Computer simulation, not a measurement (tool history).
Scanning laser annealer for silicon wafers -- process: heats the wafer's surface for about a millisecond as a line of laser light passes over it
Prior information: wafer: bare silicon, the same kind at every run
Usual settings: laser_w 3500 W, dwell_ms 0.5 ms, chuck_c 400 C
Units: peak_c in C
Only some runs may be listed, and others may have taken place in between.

run,hour,laser_w,dwell_ms,chuck_c,peak_c
1,0,3500,0.5,400,1116
2,79,3500,0.5,400,1113
# hour 112.8: window over the wafer cleaned
3,129.1,3500,0.5,400,1135
4,195.2,3500,0.5,400,1135
5,249,3500,0.5,400,1135
6,321.8,3500,0.5,400,1130
7,373.7,3500,0.5,400,1130
8,418.3,3500,0.5,373,1103
9,471.9,3500,0.5,373,1102
10,518,3500,0.5,373,1100
11,564.9,3500,0.5,423,1149
12,630.5,3500,0.5,389,1115
13,670.3,3500,0.398,389,1033
14,744.2,3500,0.398,389,1033
15,799.9,3500,0.398,389,1030
16,870.9,3008,0.5,400,1014
17,927.4,3500,0.5,376,1096
18,973.1,3500,0.5,376,1095
19,1051.7,3500,0.5,376,1095
20,1110.9,3500,0.587,400,1179
21,1160.6,3500,0.587,400,1178
22,1231.5,3693,0.364,400,1042
# hour 1250.4: window over the wafer cleaned
23,1297,3762,0.357,418,1084
24,1335.5,3762,0.357,418,1084
25,1373.3,3762,0.357,418,1083
26,1408.9,3101,0.403,400,980
27,1484.1,3101,0.403,400,978
28,1520,3194,0.537,376,1067
29,1595.6,3424,0.5,376,1090
30,1658.5,3500,0.558,375,1148
31,1698.4,3258,0.558,363,1081
32,1742.9,3001,0.601,411,1094
33,1787.6,3500,0.586,407,1196
34,1845.9,3256,0.5,438,1111
35,1902.5,3262,0.367,400,973
36,1971,3500,0.5,373,1096
37,2050.8,3035,0.46,424,1020
38,2091.7,3065,0.486,427,1045
39,2145.1,3050,0.369,368,902
40,2197,3500,0.462,400,1087

Consider 3 possible next runs. They are alternatives, not a sequence: every one starts from the tool as it was left by run 40. What does each give?
A,2251.6,3087,0.439,400,?
B,2251.6,3224,0.5,400,?
C,2251.6,3150,0.416,434,?

run,peak_c
A,988
B,1060
C,1020
Had the tool no hidden state, the same runs would have come out as:
run,peak_c
A,1002
B,1075
C,1034
